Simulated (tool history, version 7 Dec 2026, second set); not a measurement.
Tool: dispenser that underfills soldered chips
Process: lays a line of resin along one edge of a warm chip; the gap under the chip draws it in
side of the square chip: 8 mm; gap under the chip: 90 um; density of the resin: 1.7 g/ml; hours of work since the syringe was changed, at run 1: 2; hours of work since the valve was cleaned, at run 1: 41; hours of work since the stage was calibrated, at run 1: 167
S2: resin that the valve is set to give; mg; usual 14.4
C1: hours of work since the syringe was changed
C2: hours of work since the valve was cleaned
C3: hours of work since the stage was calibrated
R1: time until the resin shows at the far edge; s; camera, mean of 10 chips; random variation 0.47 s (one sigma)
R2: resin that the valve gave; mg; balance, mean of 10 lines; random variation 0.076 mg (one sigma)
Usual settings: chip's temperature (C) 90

Run 1, hour 0: usual settings; C1 2; C2 41; C3 167. Result: R1 39.4 s, R2 14.03 mg.
At hour 4.9: new syringe of resin.
Run 2, hour 6.6: usual settings but S2 13.1 mg; C1 1; C2 45; C3 172. Result: R1 38.6 s, R2 12.77 mg.
At hour 12.6: new syringe of resin.
Run 3, hour 16.4: usual settings but S2 13.1 mg; C1 3; C2 53; C3 179. Result: R1 41 s, R2 12.66 mg.
At hour 20: new syringe of resin.
Run 4, hour 25: usual settings but S2 13.1 mg; C1 4; C2 59; C3 185. Result: R1 42.2 s, R2 12.56 mg.
At hour 27.8: new syringe of resin.
Run 5, hour 34: usual settings; C1 5; C2 66; C3 192. Result: R1 43.1 s, R2 13.8 mg.
At hour 35.8: new syringe of resin.
Run 6, hour 38.5: usual settings; C1 2; C2 69; C3 195. Result: R1 38.8 s, R2 13.86 mg.
At hour 43.6: new syringe of resin.
Run 7, hour 44.7: usual settings; C1 1; C2 74; C3 200. Result: R1 37.8 s, R2 13.6 mg.
At hour 51.4: new syringe of resin.
Run 8, hour 53.3: usual settings; C1 2; C2 80; C3 206. Result: R1 37.9 s, R2 13.72 mg.
At hour 59.1: new syringe of resin.
Run 9, hour 61.6: usual settings; C1 2; C2 86; C3 213. Result: R1 39.3 s, R2 13.44 mg.
At hour 66.4: new syringe of resin.
Run 10, hour 70.5: usual settings; C1 3; C2 93; C3 219. Result: R1 38.6 s, R2 13.35 mg.
At hour 73.9: new syringe of resin.
Run 11, hour 75.8: usual settings; C1 1; C2 97; C3 223. Result: R1 37.2 s, R2 13.42 mg.
At hour 81.9: new syringe of resin.
Run 12, hour 84.1: usual settings; C1 2; C2 103; C3 229. Result: R1 38.2 s, R2 13.44 mg.
At hour 89.4: new syringe of resin.
Run 13, hour 91.7: usual settings; C1 2; C2 109; C3 235. Result: R1 38.6 s, R2 13.38 mg.
At hour 97.1: new syringe of resin.
Run 14, hour 100.4: usual settings; C1 3; C2 115; C3 242. Result: R1 38.7 s, R2 13.24 mg.
At hour 104.6: new syringe of resin.
Run 15, hour 109.8: usual settings; C1 4; C2 122; C3 249. Result: R1 41.4 s, R2 13.24 mg.
At hour 112.2: new syringe of resin.
Run 16, hour 114.3: usual settings; C1 2; C2 126; C3 252. Result: R1 38.4 s, R2 13.19 mg.
At hour 120.1: new syringe of resin.
Run 17, hour 120.9: usual settings but chip's temperature (C) 85; C1 1; C2 131; C3 257. Result: R1 42.6 s, R2 13.17 mg.
At hour 127.7: new syringe of resin.
Run 18, hour 130.2: usual settings but chip's temperature (C) 81; C1 2; C2 138; C3 264. Result: R1 50.6 s, R2 12.96 mg.
At hour 132.6: dispensing valve cleaned and set on the balance.
At hour 136.3: new syringe of resin.
Run 19, hour 139.7: usual settings but chip's temperature (C) 81; C1 3; C2 5; C3 270. Result: R1 51.8 s, R2 14.35 mg.
At hour 144.1: new syringe of resin.
Run 20, hour 149.3: usual settings but chip's temperature (C) 83, S2 18.6 mg; C1 4; C2 12; C3 277. Result: R1 48.8 s, R2 18.19 mg.
At hour 151.5: new syringe of resin.
Run 21, hour 155.9: usual settings but chip's temperature (C) 101, S2 18.7 mg; C1 3; C2 17; C3 282. Result: R1 28.2 s, R2 18.41 mg.
At hour 159.2: new syringe of resin.
Run 22, hour 160.6: usual settings but chip's temperature (C) 101, S2 18.7 mg; C1 1; C2 21; C3 286. Result: R1 26.4 s, R2 18.48 mg.
Run 23, hour 166.1: usual settings but chip's temperature (C) 101, S2 18.7 mg; C1 5; C2 25; C3 290. Result: R1 29.4 s, R2 18.08 mg.
At hour 167.3: new syringe of resin.
Run 24, hour 172.4: usual settings but chip's temperature (C) 101, S2 18.7 mg; C1 4; C2 30; C3 295. Result: R1 28.3 s, R2 18.37 mg.
At hour 175.2: new syringe of resin.
Run 25, hour 179.6: usual settings but chip's temperature (C) 101, S2 18.7 mg; C1 3; C2 35; C3 300. Result: R1 29 s, R2 18.13 mg.
At hour 183.1: new syringe of resin.
Run 26, hour 184.4: usual settings but chip's temperature (C) 77; C1 1; C2 39; C3 303. Result: R1 56.1 s, R2 13.93 mg.
At hour 190.5: new syringe of resin.
Run 27, hour 190.5: usual settings but chip's temperature (C) 105; C1 0; C2 43; C3 308. Result: R1 24.1 s, R2 13.76 mg.
Run 28, hour 194.8: usual settings but chip's temperature (C) 100, S2 15.4 mg; C1 3; C2 46; C3 311. Result: R1 29.8 s, R2 14.83 mg.
At hour 197.9: new syringe of resin.
Run 29, hour 201.5: usual settings but chip's temperature (C) 75, S2 13.2 mg; C1 3; C2 51; C3 316. Result: R1 63.4 s, R2 12.73 mg.
At hour 205.5: new syringe of resin.
Run 30, hour 210.9: usual settings but chip's temperature (C) 75, S2 13.2 mg; C1 4; C2 58; C3 323. Result: R1 65.4 s, R2 12.64 mg.
At hour 212.9: new syringe of resin.
At hour 220.3: new syringe of resin.
Run 31, hour 220.3: usual settings but chip's temperature (C) 81, S2 16.7 mg; C1 0; C2 65; C3 330. Result: R1 45.6 s, R2 15.84 mg.
At hour 228.5: new syringe of resin.
Run 32, hour 229.5: usual settings but chip's temperature (C) 102, S2 15.8 mg; C1 1; C2 72; C3 337. Result: R1 26.4 s, R2 14.98 mg.
Run 33, hour 233.6: usual settings but chip's temperature (C) 99; C1 4; C2 75; C3 340. Result: R1 31.2 s, R2 13.64 mg.

3 ways to go on from here, each from the tool as it stands after run 33. What would each give?
At hour 236.5: new syringe of resin.
Run A, hour 240.5: usual settings but chip's temperature (C) 100, S2 16.8 mg; C1 3; C2 80; C3 345. Result: R1 ?, R2 ?.
At hour 236.5: new syringe of resin.
Run B, hour 240.5: usual settings but chip's temperature (C) 85; C1 3; C2 80; C3 345. Result: R1 ?, R2 ?.
At hour 236.5: new syringe of resin.
Run C, hour 240.5: usual settings but chip's temperature (C) 84, S2 12.8 mg; C1 3; C2 80; C3 345. Result: R1 ?, R2 ?.

run    R1     R2
  A    29     16
  B  45.5  13.58
  C  48.3  12.09
Without the tool's hidden state the same runs would have given:
run    R1     R2
  A  27.4     17
  B  42.8  14.44
  C  45.1  12.85
